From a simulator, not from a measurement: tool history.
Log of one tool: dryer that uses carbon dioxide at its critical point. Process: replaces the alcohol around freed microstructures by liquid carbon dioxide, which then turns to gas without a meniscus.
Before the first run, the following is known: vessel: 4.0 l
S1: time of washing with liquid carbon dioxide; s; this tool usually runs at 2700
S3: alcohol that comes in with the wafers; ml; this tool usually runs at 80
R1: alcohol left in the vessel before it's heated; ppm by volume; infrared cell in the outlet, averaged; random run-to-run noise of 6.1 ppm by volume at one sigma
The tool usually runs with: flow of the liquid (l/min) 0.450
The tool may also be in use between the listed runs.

Run 1, hour 0.0: usual settings. Result: R1 408 ppm by volume.
Run 2, hour 30.4: usual settings. Result: R1 422 ppm by volume.
Run 3, hour 60.1: usual settings. Result: R1 427 ppm by volume.
At hour 71.1: inlet filter changed.
Run 4, hour 86.4: usual settings but S1 2160 s. Result: R1 602 ppm by volume.
Run 5, hour 125.1: usual settings but S1 2580 s. Result: R1 321 ppm by volume.
Run 6, hour 163.9: usual settings but flow of the liquid (l/min) 0.541. Result: R1 134 ppm by volume.
Run 7, hour 201.2: usual settings but flow of the liquid (l/min) 0.541. Result: R1 147 ppm by volume.
Run 8, hour 225.4: usual settings. Result: R1 313 ppm by volume.
Run 9, hour 245.1: usual settings. Result: R1 304 ppm by volume.
Run 10, hour 284.8: usual settings but flow of the liquid (l/min) 0.421. Result: R1 407 ppm by volume.
Run 11, hour 319.2: usual settings but S1 3300 s, flow of the liquid (l/min) 0.560, S3 102 ml. Result: R1 94 ppm by volume.
Run 12, hour 362.8: usual settings but S1 3120 s, flow of the liquid (l/min) 0.381, S3 78 ml. Result: R1 384 ppm by volume.
Run 13, hour 389.5: usual settings but S1 2580 s, flow of the liquid (l/min) 0.489, S3 78 ml. Result: R1 301 ppm by volume.
Run 14, hour 429.1: usual settings but S1 2760 s, flow of the liquid (l/min) 0.529. Result: R1 190 ppm by volume.
Run 15, hour 450.7: usual settings but S1 2760 s, flow of the liquid (l/min) 0.529. Result: R1 193 ppm by volume.
Run 16, hour 474.5: usual settings but S1 3360 s, flow of the liquid (l/min) 0.281. Result: R1 934 ppm by volume.
Run 17, hour 522.5: usual settings but S1 3360 s, flow of the liquid (l/min) 0.281. Result: R1 990 ppm by volume.
Run 18, hour 552.1: usual settings but S1 3780 s, flow of the liquid (l/min) 0.646, S3 34 ml. Result: R1 82 ppm by volume.
Run 19, hour 592.3: usual settings but flow of the liquid (l/min) 0.368. Result: R1 863 ppm by volume.
Run 20, hour 623.9: usual settings but flow of the liquid (l/min) 0.346, S3 53 ml. Result: R1 704 ppm by volume.

4 ways to go on from here, each from the tool as it stands after run 20. What would each give?
Run A, hour 667.6: usual settings but flow of the liquid (l/min) 0.346, S3 53 ml. Result: R1 ?.
Run B, hour 667.6: usual settings but S3 49 ml. Result: R1 ?.
Run C, hour 667.6: usual settings but S1 2880 s, flow of the liquid (l/min) 0.346, S3 44 ml. Result: R1 ?.
Run D, hour 667.6: usual settings but S1 3540 s, flow of the liquid (l/min) 0.609. Result: R1 ?.

run   R1
  A  737
  B  315
  C  533
  D  107
What these runs would have given with no unlogged condition in the tool:
run   R1
  A  456
  B  140
  C  306
  D   13

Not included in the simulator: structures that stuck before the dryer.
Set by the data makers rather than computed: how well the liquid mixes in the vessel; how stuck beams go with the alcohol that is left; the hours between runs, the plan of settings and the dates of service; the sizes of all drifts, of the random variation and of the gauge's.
